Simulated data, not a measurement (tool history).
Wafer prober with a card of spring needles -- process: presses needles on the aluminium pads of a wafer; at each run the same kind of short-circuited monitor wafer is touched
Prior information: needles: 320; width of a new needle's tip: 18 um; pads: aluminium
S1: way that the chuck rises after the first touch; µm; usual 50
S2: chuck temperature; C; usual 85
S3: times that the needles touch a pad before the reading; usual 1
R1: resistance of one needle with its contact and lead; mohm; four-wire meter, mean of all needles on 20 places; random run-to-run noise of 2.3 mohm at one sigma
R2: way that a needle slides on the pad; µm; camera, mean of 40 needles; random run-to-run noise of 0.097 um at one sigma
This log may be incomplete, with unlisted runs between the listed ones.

run   hour  S1   S2  S3   R1     R2
  1      0  50   85   1  262  10.04
       3.9  -- tips cleaned on abrasive film
  2   19.6  50   85   1  262   9.94
      24.9  -- tips cleaned on abrasive film
      46.1  -- tips cleaned on abrasive film
  3   54.7  50   85   1  263  10.14
      70.3  -- tips cleaned on abrasive film
      91.8  -- tips cleaned on abrasive film
  4   91.8  50   85   1  265  10.07
     113.2  -- tips cleaned on abrasive film
  5  129.9  50   69   1  259  10.04
     133.8  -- tips cleaned on abrasive film
     154.7  -- tips cleaned on abrasive film
  6  162.1  50   69   1  262   10.1
       176  -- tips cleaned on abrasive film
  7  195.8  38   69   1  261   7.63
     199.1  -- tips cleaned on abrasive film
     223.4  -- tips cleaned on abrasive film
  8  224.3  38   69   1  263   7.68
       245  -- tips cleaned on abrasive film
     266.9  -- tips cleaned on abrasive film
  9  266.9  38   69   1  266    7.6
     287.8  -- tips cleaned on abrasive film
 10  297.6  38   69   1  263   7.53
     309.8  -- tips cleaned on abrasive film
     331.1  -- tips cleaned on abrasive film
 11  337.5  38   69   1  268   7.83
     351.7  -- tips cleaned on abrasive film
       374  -- tips cleaned on abrasive film
 12  376.7  38   69   1  266   7.77
     395.5  -- tips cleaned on abrasive film
 13  405.8  38   69   1  265   7.61
     415.9  -- tips cleaned on abrasive film
 14  425.7  38  110   3  279    7.7
     437.9  -- tips cleaned on abrasive film
 15    456  30   86   2  274   5.85
     458.4  -- tips cleaned on abrasive film
     480.5  -- tips cleaned on abrasive film
 16    491  30   86   2  273   5.85
     501.3  -- tips cleaned on abrasive film
 17  517.9  30   38   2  264   6.07
     523.5  -- tips cleaned on abrasive film
 18  539.5  30   38   2  262   6.08
     547.6  -- tips cleaned on abrasive film
 19    558  50  114   1  269  10.15
     568.5  -- tips cleaned on abrasive film
     589.8  -- tips cleaned on abrasive film
 20  599.1  64   33   2  245  12.88
       612  -- tips cleaned on abrasive film
 21  626.1  64   33   2  246  12.86
     633.8  -- tips cleaned on abrasive film
     656.2  -- tips cleaned on abrasive film
 22  660.5  33   28   1  259   6.61
     679.3  -- tips cleaned on abrasive film
     702.3  -- tips cleaned on abrasive film
 23  703.4  33   28   1  253   6.93
       723  -- tips cleaned on abrasive film
     743.8  -- tips cleaned on abrasive film
 24  744.1  51   37   1  246  10.26
     767.6  -- tips cleaned on abrasive film
 25  774.8  65   86   2  258  13.14

Alternative continuations, all from the tool just after run 25; predict every row:
     790.1  -- tips cleaned on abrasive film
  A  799.3  47  85   1   ?   ?
     790.1  -- tips cleaned on abrasive film
  B  799.3  69  85   1   ?   ?
     790.1  -- tips cleaned on abrasive film
  C  799.3  50  70   1   ?   ?
     790.1  -- tips cleaned on abrasive film
  D  799.3  40  86   2   ?   ?

run   R1     R2
  A  265   9.45
  B  253  14.18
  C  262  10.13
  D  270   7.99
The same runs, with their run-to-run variation unchanged, on a tool lacking any hidden condition would have given:
run   R1     R2
  A  265   9.45
  B  253  14.19
  C  262  10.14
  D  270      8
